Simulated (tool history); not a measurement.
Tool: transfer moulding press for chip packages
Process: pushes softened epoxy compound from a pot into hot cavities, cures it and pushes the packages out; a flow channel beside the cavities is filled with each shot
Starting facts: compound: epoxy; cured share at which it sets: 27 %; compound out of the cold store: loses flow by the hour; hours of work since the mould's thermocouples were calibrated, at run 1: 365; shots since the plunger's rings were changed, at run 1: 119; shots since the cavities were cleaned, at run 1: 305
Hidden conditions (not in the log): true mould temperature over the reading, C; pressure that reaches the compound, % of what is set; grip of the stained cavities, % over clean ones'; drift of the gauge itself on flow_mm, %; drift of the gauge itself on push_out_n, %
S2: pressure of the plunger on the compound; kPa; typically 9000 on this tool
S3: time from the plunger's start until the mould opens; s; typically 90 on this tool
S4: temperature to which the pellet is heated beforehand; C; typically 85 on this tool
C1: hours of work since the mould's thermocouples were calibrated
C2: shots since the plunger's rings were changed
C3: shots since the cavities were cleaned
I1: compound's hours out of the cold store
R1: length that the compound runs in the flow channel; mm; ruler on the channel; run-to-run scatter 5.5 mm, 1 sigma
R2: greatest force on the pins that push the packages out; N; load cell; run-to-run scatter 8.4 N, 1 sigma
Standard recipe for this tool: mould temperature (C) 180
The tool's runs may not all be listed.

{"run": 1, "hour": 0.0, "mould temperature (C)": 180, "S2": 9000, "S3": 90, "S4": 85, "C1": 365, "C2": 119, "C3": 305, "I1": 21.1, "R1": 663, "R2": 553}
{"run": 2, "hour": 20.7, "mould temperature (C)": 180, "S2": 9000, "S3": 90, "S4": 85, "C1": 375, "C2": 287, "C3": 473, "I1": 44.7, "R1": 573, "R2": 578}
{"run": 3, "hour": 39.1, "mould temperature (C)": 180, "S2": 9000, "S3": 90, "S4": 85, "C1": 383, "C2": 435, "C3": 621, "I1": 8.9, "R1": 708, "R2": 613}
{"hour": 55.8, "done": "cavities cleaned with cleaning compound and waxed"}
{"run": 4, "hour": 66.4, "mould temperature (C)": 180, "S2": 9000, "S3": 90, "S4": 85, "C1": 395, "C2": 645, "C3": 86, "I1": 17.3, "R1": 667, "R2": 433}
{"run": 5, "hour": 97.2, "mould temperature (C)": 180, "S2": 9000, "S3": 90, "S4": 85, "C1": 409, "C2": 894, "C3": 335, "I1": 24.1, "R1": 634, "R2": 564}
{"run": 6, "hour": 118.4, "mould temperature (C)": 180, "S2": 9000, "S3": 124, "S4": 85, "C1": 419, "C2": 1067, "C3": 508, "I1": 24.1, "R1": 645, "R2": 531}
{"run": 7, "hour": 147.6, "mould temperature (C)": 180, "S2": 9000, "S3": 90, "S4": 85, "C1": 432, "C2": 1303, "C3": 744, "I1": 20.3, "R1": 648, "R2": 608}
{"hour": 152.4, "done": "cavities cleaned with cleaning compound and waxed"}
{"run": 8, "hour": 179.6, "mould temperature (C)": 180, "S2": 9000, "S3": 90, "S4": 85, "C1": 446, "C2": 1550, "C3": 220, "I1": 41.2, "R1": 576, "R2": 488}
{"run": 9, "hour": 210.9, "mould temperature (C)": 180, "S2": 9000, "S3": 90, "S4": 85, "C1": 460, "C2": 1804, "C3": 474, "I1": 32.1, "R1": 597, "R2": 591}
{"run": 10, "hour": 229.6, "mould temperature (C)": 180, "S2": 9000, "S3": 90, "S4": 85, "C1": 469, "C2": 1955, "C3": 625, "I1": 28.9, "R1": 621, "R2": 608}
{"hour": 248.2, "done": "cavities cleaned with cleaning compound and waxed"}
{"run": 11, "hour": 259.1, "mould temperature (C)": 180, "S2": 9000, "S3": 90, "S4": 85, "C1": 482, "C2": 2182, "C3": 88, "I1": 36.3, "R1": 586, "R2": 426}
{"run": 12, "hour": 282.0, "mould temperature (C)": 180, "S2": 9000, "S3": 90, "S4": 85, "C1": 492, "C2": 2368, "C3": 274, "I1": 44.1, "R1": 560, "R2": 532}
{"run": 13, "hour": 312.8, "mould temperature (C)": 180, "S2": 9000, "S3": 90, "S4": 85, "C1": 506, "C2": 2618, "C3": 524, "I1": 43.7, "R1": 550, "R2": 574}
{"hour": 343.4, "done": "cavities cleaned with cleaning compound and waxed"}
{"run": 14, "hour": 348.5, "mould temperature (C)": 180, "S2": 9000, "S3": 90, "S4": 85, "C1": 522, "C2": 2895, "C3": 42, "I1": 35.9, "R1": 572, "R2": 407}
{"run": 15, "hour": 375.3, "mould temperature (C)": 180, "S2": 9000, "S3": 90, "S4": 85, "C1": 534, "C2": 3112, "C3": 259, "I1": 15.8, "R1": 637, "R2": 537}
{"run": 16, "hour": 410.7, "mould temperature (C)": 180, "S2": 9000, "S3": 90, "S4": 85, "C1": 550, "C2": 3399, "C3": 546, "I1": 30.5, "R1": 589, "R2": 596}
{"hour": 436.7, "done": "cavities cleaned with cleaning compound and waxed"}
{"run": 17, "hour": 442.2, "mould temperature (C)": 180, "S2": 7530, "S3": 112, "S4": 85, "C1": 564, "C2": 3643, "C3": 45, "I1": 35.9, "R1": 515, "R2": 361}
{"run": 18, "hour": 460.7, "mould temperature (C)": 172, "S2": 8690, "S3": 93, "S4": 75, "C1": 573, "C2": 3792, "C3": 194, "I1": 46.2, "R1": 540, "R2": 634}
{"run": 19, "hour": 490.9, "mould temperature (C)": 180, "S2": 9000, "S3": 90, "S4": 87, "C1": 586, "C2": 4037, "C3": 439, "I1": 44.4, "R1": 538, "R2": 574}
{"run": 20, "hour": 520.0, "mould temperature (C)": 180, "S2": 9000, "S3": 90, "S4": 87, "C1": 600, "C2": 4273, "C3": 675, "I1": 43.3, "R1": 537, "R2": 592}
{"hour": 527.3, "done": "plunger's sealing rings changed"}
{"hour": 535.1, "done": "cavities cleaned with cleaning compound and waxed"}
{"run": 21, "hour": 550.3, "mould temperature (C)": 180, "S2": 9000, "S3": 90, "S4": 87, "C1": 612, "C2": 174, "C3": 123, "I1": 42.6, "R1": 594, "R2": 436}
{"run": 22, "hour": 565.8, "mould temperature (C)": 179, "S2": 7180, "S3": 90, "S4": 85, "C1": 619, "C2": 300, "C3": 249, "I1": 26.6, "R1": 587, "R2": 534}
{"run": 23, "hour": 585.8, "mould temperature (C)": 179, "S2": 7180, "S3": 90, "S4": 85, "C1": 628, "C2": 462, "C3": 411, "I1": 15.4, "R1": 623, "R2": 603}
{"hour": 607.4, "done": "mould's thermocouples calibrated"}
{"run": 24, "hour": 612.3, "mould temperature (C)": 179, "S2": 7180, "S3": 90, "S4": 85, "C1": 2, "C2": 661, "C3": 610, "I1": 20.8, "R1": 600, "R2": 632}
{"hour": 631.6, "done": "cavities cleaned with cleaning compound and waxed"}
{"run": 25, "hour": 636.1, "mould temperature (C)": 180, "S2": 8170, "S3": 90, "S4": 94, "C1": 12, "C2": 841, "C3": 37, "I1": 10.6, "R1": 664, "R2": 424}
{"run": 26, "hour": 666.8, "mould temperature (C)": 180, "S2": 8170, "S3": 90, "S4": 94, "C1": 26, "C2": 1090, "C3": 286, "I1": 23.9, "R1": 603, "R2": 542}
{"run": 27, "hour": 687.3, "mould temperature (C)": 185, "S2": 9080, "S3": 82, "S4": 94, "C1": 36, "C2": 1256, "C3": 452, "I1": 32.4, "R1": 614, "R2": 560}
{"run": 28, "hour": 715.6, "mould temperature (C)": 180, "S2": 8460, "S3": 90, "S4": 85, "C1": 49, "C2": 1485, "C3": 681, "I1": 18.3, "R1": 632, "R2": 666}
{"hour": 726.7, "done": "cavities cleaned with cleaning compound and waxed"}
{"run": 29, "hour": 737.7, "mould temperature (C)": 180, "S2": 9790, "S3": 72, "S4": 85, "C1": 58, "C2": 1652, "C3": 89, "I1": 15.2, "R1": 691, "R2": 701}

Below are 3 alternative next runs, each starting from the tool's condition after run 29. Predict each:
{"run": "A", "hour": 752.6, "mould temperature (C)": 175, "S2": 9000, "S3": 90, "S4": 85, "C1": 65, "C2": 1773, "C3": 210, "I1": 46.6, "R1": "?", "R2": "?"}
{"run": "B", "hour": 752.6, "mould temperature (C)": 178, "S2": 9790, "S3": 72, "S4": 85, "C1": 65, "C2": 1773, "C3": 210, "I1": 25.7, "R1": "?", "R2": "?"}
{"run": "C", "hour": 752.6, "mould temperature (C)": 176, "S2": 9000, "S3": 90, "S4": 85, "C1": 65, "C2": 1773, "C3": 210, "I1": 41.7, "R1": "?", "R2": "?"}

run=A R1=574 R2=616
run=B R1=665 R2=846
run=C R1=590 R2=576
Stripped of hidden state, with their random variation kept, the same runs would have yielded:
run=A R1=596 R2=451
run=B R1=691 R2=621
run=C R1=613 R2=422
